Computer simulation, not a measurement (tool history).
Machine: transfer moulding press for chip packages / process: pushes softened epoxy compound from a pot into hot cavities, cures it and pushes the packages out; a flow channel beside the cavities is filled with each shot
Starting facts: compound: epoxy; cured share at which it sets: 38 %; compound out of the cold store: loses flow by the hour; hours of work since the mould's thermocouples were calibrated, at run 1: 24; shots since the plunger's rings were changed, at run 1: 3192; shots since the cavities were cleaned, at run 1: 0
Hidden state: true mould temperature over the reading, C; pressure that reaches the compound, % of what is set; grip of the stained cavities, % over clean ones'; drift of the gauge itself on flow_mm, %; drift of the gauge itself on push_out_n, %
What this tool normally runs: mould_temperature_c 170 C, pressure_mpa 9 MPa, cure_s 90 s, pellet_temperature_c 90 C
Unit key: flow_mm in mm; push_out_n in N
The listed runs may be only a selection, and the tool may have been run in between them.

run	day	mould_temperature_c	pressure_mpa	cure_s	pellet_temperature_c	hours of work since the mould's thermocouples were calibrated	shots since the plunger's rings were changed	shots since the cavities were cleaned	incoming compound's hours out of the cold store	flow_mm	push_out_n
1	0	170	9	90	90	24	3192	0	27.6	889	384
2	1.167	170	9	90	90	35	3418	226	47.4	847	488
3	2.112	170	9	90	90	45	3602	410	23.5	894	564
# day 3.225: cavities cleaned with cleaning compound and waxed
4	3.225	170	9	90	90	55	3806	0	25.7	882	387
5	4.421	170	9	90	90	67	4037	231	33.9	869	501
6	5.262	170	6.98	120	90	75	4201	395	44.2	739	465
7	5.917	170	9	90	95	82	4328	522	28.8	872	601
# day 6.433: cavities cleaned with cleaning compound and waxed
8	7.233	171	9	73	83	94	4571	155	25.1	877	698
9	8.45	171	9	73	83	106	4808	392	18.9	893	854
10	9.5	172	8.33	120	90	116	5012	596	23.5	844	487

4 ways to go on from here, each from the tool as it stands after run 10. What would each give?
# day 9.629: cavities cleaned with cleaning compound and waxed
A	10.383	172	7.01	120	90	125	5171	147	41.6	?	?
# day 9.629: cavities cleaned with cleaning compound and waxed
B	10.383	177	8.05	120	81	125	5171	147	24.4	?	?
# day 9.629: cavities cleaned with cleaning compound and waxed
C	10.383	164	9.54	90	90	125	5171	147	21.5	?	?
# day 9.629: cavities cleaned with cleaning compound and waxed
D	10.383	170	10.15	127	98	125	5171	147	37.1	?	?

run	flow_mm	push_out_n
A	737	375
B	806	366
C	937	725
D	899	373
What these runs would have given with no unlogged condition in the tool:
run	flow_mm	push_out_n
A	773	312
B	846	304
C	983	598
D	943	310

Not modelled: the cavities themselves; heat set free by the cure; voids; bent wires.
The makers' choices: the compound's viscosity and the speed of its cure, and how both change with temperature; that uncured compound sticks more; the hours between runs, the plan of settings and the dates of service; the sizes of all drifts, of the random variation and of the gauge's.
